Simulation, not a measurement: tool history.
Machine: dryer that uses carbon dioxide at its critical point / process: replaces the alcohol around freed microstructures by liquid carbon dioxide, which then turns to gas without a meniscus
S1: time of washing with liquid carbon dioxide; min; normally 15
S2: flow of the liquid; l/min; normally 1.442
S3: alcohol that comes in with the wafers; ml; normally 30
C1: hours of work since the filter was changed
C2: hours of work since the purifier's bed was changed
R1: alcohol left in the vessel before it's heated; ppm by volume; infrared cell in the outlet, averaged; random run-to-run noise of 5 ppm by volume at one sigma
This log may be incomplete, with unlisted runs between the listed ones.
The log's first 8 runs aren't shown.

run 9 hour=112.1 | S1=10 S2=1.25 S3=30 | C1=88 C2=279 | R1=469
run 10 hour=120.9 | S1=15 S2=1.442 S3=30 | C1=93 C2=285 | R1=119
run 11 hour=136.5 | S1=15 S2=1.442 S3=30 | C1=103 C2=295 | R1=128
run 12 hour=144.9 | S1=15 S2=1.442 S3=30 | C1=109 C2=300 | R1=127
run 13 hour=154.8 | S1=15 S2=1.442 S3=30 | C1=115 C2=306 | R1=125
run 14 hour=164.6 | S1=15 S2=1.442 S3=30 | C1=121 C2=313 | R1=126
run 15 hour=174.1 | S1=11 S2=1.442 S3=30 | C1=127 C2=319 | R1=259
run 16 hour=192 | S1=11 S2=1.442 S3=30 | C1=139 C2=330 | R1=260
run 17 hour=205.1 | S1=16 S2=1.9 S3=81 | C1=147 C2=339 | R1=107
run 18 hour=215 | S1=16 S2=1.9 S3=81 | C1=154 C2=345 | R1=107
run 19 hour=226.2 | S1=20 S2=1.78 S3=30 | C1=161 C2=352 | R1=88
run 20 hour=234.1 | S1=20 S2=1.78 S3=30 | C1=166 C2=357 | R1=93
run 21 hour=247.6 | S1=16 S2=2.25 S3=109 | C1=175 C2=366 | R1=98
run 22 hour=259.1 | S1=21 S2=1.1 S3=21 | C1=182 C2=373 | R1=123
run 23 hour=274.6 | S1=16 S2=1.15 S3=78 | C1=192 C2=383 | R1=395
run 24 hour=288.4 | S1=16 S2=1.71 S3=78 | C1=201 C2=392 | R1=141
run 25 hour=299.3 | S1=16 S2=1.71 S3=78 | C1=208 C2=399 | R1=142
run 26 hour=311.1 | S1=11 S2=1.7 S3=78 | C1=215 C2=407 | R1=408
run 27 hour=326.8 | S1=13 S2=2.39 S3=50 | C1=225 C2=417 | R1=125
run 28 hour=336.7 | S1=22 S2=1.442 S3=32 | C1=232 C2=423 | R1=110
run 29 hour=350.9 | S1=21 S2=1.87 S3=30 | C1=241 C2=432 | R1=113
run 30 hour=367.6 | S1=23 S2=1.442 S3=108 | C1=251 C2=443 | R1=131
run 31 hour=380.6 | S1=16 S2=1.29 S3=55 | C1=260 C2=451 | R1=246

Each row is a separate what-if for the run after 31, all from the same tool condition, not one after another. Results?
run A hour=392.7 | S1=15 S2=1.65 S3=45 | C1=268 C2=459 | R1=?
run B hour=392.7 | S1=16 S2=1.21 S3=92 | C1=268 C2=459 | R1=?
run C hour=392.7 | S1=10 S2=1.29 S3=55 | C1=268 C2=459 | R1=?

run=A R1=158
run=B R1=448
run=C R1=909
With the hidden condition removed and each run's random variation left untouched, the same runs would have given:
run=A R1=32
run=B R1=228
run=C R1=611

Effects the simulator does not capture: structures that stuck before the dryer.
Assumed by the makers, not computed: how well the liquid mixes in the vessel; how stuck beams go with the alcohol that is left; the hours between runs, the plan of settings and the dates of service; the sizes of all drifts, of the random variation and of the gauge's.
